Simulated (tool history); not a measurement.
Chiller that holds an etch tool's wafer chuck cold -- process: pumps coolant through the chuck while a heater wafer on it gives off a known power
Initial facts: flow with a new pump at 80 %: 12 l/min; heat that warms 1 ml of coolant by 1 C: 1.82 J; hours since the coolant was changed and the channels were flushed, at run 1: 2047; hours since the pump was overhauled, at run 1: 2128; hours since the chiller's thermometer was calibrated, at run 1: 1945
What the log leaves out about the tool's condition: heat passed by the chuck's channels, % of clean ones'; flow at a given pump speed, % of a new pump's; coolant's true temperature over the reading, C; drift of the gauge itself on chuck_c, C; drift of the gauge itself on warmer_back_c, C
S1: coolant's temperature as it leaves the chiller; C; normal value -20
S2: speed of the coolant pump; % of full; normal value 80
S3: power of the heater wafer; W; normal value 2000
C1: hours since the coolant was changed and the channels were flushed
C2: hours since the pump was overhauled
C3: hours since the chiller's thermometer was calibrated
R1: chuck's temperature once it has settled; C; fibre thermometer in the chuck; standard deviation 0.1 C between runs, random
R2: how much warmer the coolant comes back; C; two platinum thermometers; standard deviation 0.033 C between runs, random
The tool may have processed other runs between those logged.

{"run": 1, "hour": 0.0, "S1": -20, "S2": 80, "S3": 2000, "C1": 2047, "C2": 2128, "C3": 1945, "R1": -4.4, "R2": 5.6}
{"run": 2, "hour": 54.1, "S1": -20, "S2": 80, "S3": 1990, "C1": 2101, "C2": 2182, "C3": 1999, "R1": -4.4, "R2": 5.56}
{"run": 3, "hour": 80.9, "S1": -20, "S2": 80, "S3": 2000, "C1": 2128, "C2": 2209, "C3": 2026, "R1": -4.3, "R2": 5.56}
{"run": 4, "hour": 117.5, "S1": -20, "S2": 80, "S3": 2000, "C1": 2164, "C2": 2246, "C3": 2063, "R1": -4.1, "R2": 5.61}
{"run": 5, "hour": 163.1, "S1": -20, "S2": 83, "S3": 2000, "C1": 2210, "C2": 2292, "C3": 2108, "R1": -4.5, "R2": 5.41}
{"run": 6, "hour": 213.1, "S1": -29, "S2": 80, "S3": 2000, "C1": 2260, "C2": 2341, "C3": 2158, "R1": -13.1, "R2": 5.66}
{"run": 7, "hour": 237.8, "S1": -29, "S2": 80, "S3": 2000, "C1": 2285, "C2": 2366, "C3": 2183, "R1": -13.3, "R2": 5.6}
{"run": 8, "hour": 273.9, "S1": -29, "S2": 80, "S3": 2000, "C1": 2321, "C2": 2402, "C3": 2219, "R1": -13.3, "R2": 5.62}
{"run": 9, "hour": 329.2, "S1": -20, "S2": 80, "S3": 2000, "C1": 2376, "C2": 2458, "C3": 2275, "R1": -4.1, "R2": 5.63}
{"run": 10, "hour": 383.6, "S1": -12, "S2": 80, "S3": 2000, "C1": 2430, "C2": 2512, "C3": 2329, "R1": 3.8, "R2": 5.67}
{"run": 11, "hour": 427.4, "S1": -20, "S2": 99, "S3": 2000, "C1": 2474, "C2": 2556, "C3": 2373, "R1": -6.3, "R2": 4.57}
{"run": 12, "hour": 466.3, "S1": -20, "S2": 99, "S3": 2000, "C1": 2513, "C2": 2595, "C3": 2412, "R1": -6.5, "R2": 4.61}
{"run": 13, "hour": 519.3, "S1": -20, "S2": 99, "S3": 2000, "C1": 2566, "C2": 2648, "C3": 2465, "R1": -6.5, "R2": 4.67}
{"run": 14, "hour": 573.0, "S1": -20, "S2": 80, "S3": 2000, "C1": 2620, "C2": 2701, "C3": 2518, "R1": -4.0, "R2": 5.68}
{"run": 15, "hour": 602.3, "S1": -20, "S2": 80, "S3": 2000, "C1": 2649, "C2": 2731, "C3": 2548, "R1": -4.0, "R2": 5.64}
{"hour": 626.9, "done": "chiller's thermometer calibrated"}
{"run": 16, "hour": 628.7, "S1": -20, "S2": 80, "S3": 2000, "C1": 2674, "C2": 2756, "C3": 2, "R1": -4.3, "R2": 5.67}
{"run": 17, "hour": 679.5, "S1": -20, "S2": 74, "S3": 2000, "C1": 2725, "C2": 2807, "C3": 53, "R1": -3.4, "R2": 6.08}
{"run": 18, "hour": 717.1, "S1": -20, "S2": 74, "S3": 2000, "C1": 2763, "C2": 2845, "C3": 90, "R1": -3.3, "R2": 6.04}
{"run": 19, "hour": 748.3, "S1": -20, "S2": 74, "S3": 2000, "C1": 2794, "C2": 2876, "C3": 121, "R1": -3.4, "R2": 6.05}
{"run": 20, "hour": 775.1, "S1": -29, "S2": 87, "S3": 1979, "C1": 2821, "C2": 2902, "C3": 148, "R1": -14.5, "R2": 5.19}
{"run": 21, "hour": 821.8, "S1": -30, "S2": 95, "S3": 2655, "C1": 2868, "C2": 2949, "C3": 195, "R1": -11.8, "R2": 6.41}
{"run": 22, "hour": 855.0, "S1": -24, "S2": 80, "S3": 2000, "C1": 2901, "C2": 2982, "C3": 228, "R1": -8.2, "R2": 5.66}
{"run": 23, "hour": 880.8, "S1": -20, "S2": 63, "S3": 2000, "C1": 2927, "C2": 3008, "C3": 254, "R1": -0.9, "R2": 7.16}
{"run": 24, "hour": 931.7, "S1": -20, "S2": 63, "S3": 2000, "C1": 2977, "C2": 3059, "C3": 305, "R1": -0.8, "R2": 7.15}
{"run": 25, "hour": 963.6, "S1": -20, "S2": 63, "S3": 2000, "C1": 3009, "C2": 3091, "C3": 337, "R1": -0.9, "R2": 7.16}
{"run": 26, "hour": 1017.2, "S1": -19, "S2": 85, "S3": 2124, "C1": 3063, "C2": 3145, "C3": 390, "R1": -2.9, "R2": 5.69}
{"run": 27, "hour": 1060.0, "S1": -19, "S2": 85, "S3": 2124, "C1": 3106, "C2": 3187, "C3": 433, "R1": -2.8, "R2": 5.62}
{"run": 28, "hour": 1091.4, "S1": -16, "S2": 80, "S3": 1363, "C1": 3137, "C2": 3219, "C3": 465, "R1": -5.1, "R2": 3.88}
{"run": 29, "hour": 1120.2, "S1": -23, "S2": 69, "S3": 1363, "C1": 3166, "C2": 3248, "C3": 493, "R1": -10.6, "R2": 4.47}
{"run": 30, "hour": 1156.8, "S1": -11, "S2": 69, "S3": 1774, "C1": 3203, "C2": 3284, "C3": 530, "R1": 4.9, "R2": 5.81}
{"run": 31, "hour": 1199.1, "S1": -15, "S2": 69, "S3": 2239, "C1": 3245, "C2": 3327, "C3": 572, "R1": 4.8, "R2": 7.33}

Some steps in R1 between neighbouring runs. How much of each would the tool show without its hidden state too (settings, what came in, random variation), and how much is left for the hidden state, with any gauge scatter that isn't in both results?
Run 10 -> 11: S1 -12 -> -20, S2 80 -> 99. R1 -10.1 C: hidden state -0.1, all else -10.0.
Run 15 -> 16: chiller's thermometer calibrated. R1 -0.3 C: hidden state -0.5, all else +0.2.
Run 19 -> 20: S1 -20 -> -29, S2 74 -> 87, S3 2000 -> 1979. R1 -11.1 C: hidden state -0.1, all else -11.0.
Run 27 -> 28: S1 -19 -> -16, S2 85 -> 80, S3 2124 -> 1363. R1 -2.3 C: hidden state -0.5, all else -1.8.
Run 29 -> 30: S1 -23 -> -11, S3 1363 -> 1774. R1 +15.5 C: hidden state +0.4, all else +15.1.

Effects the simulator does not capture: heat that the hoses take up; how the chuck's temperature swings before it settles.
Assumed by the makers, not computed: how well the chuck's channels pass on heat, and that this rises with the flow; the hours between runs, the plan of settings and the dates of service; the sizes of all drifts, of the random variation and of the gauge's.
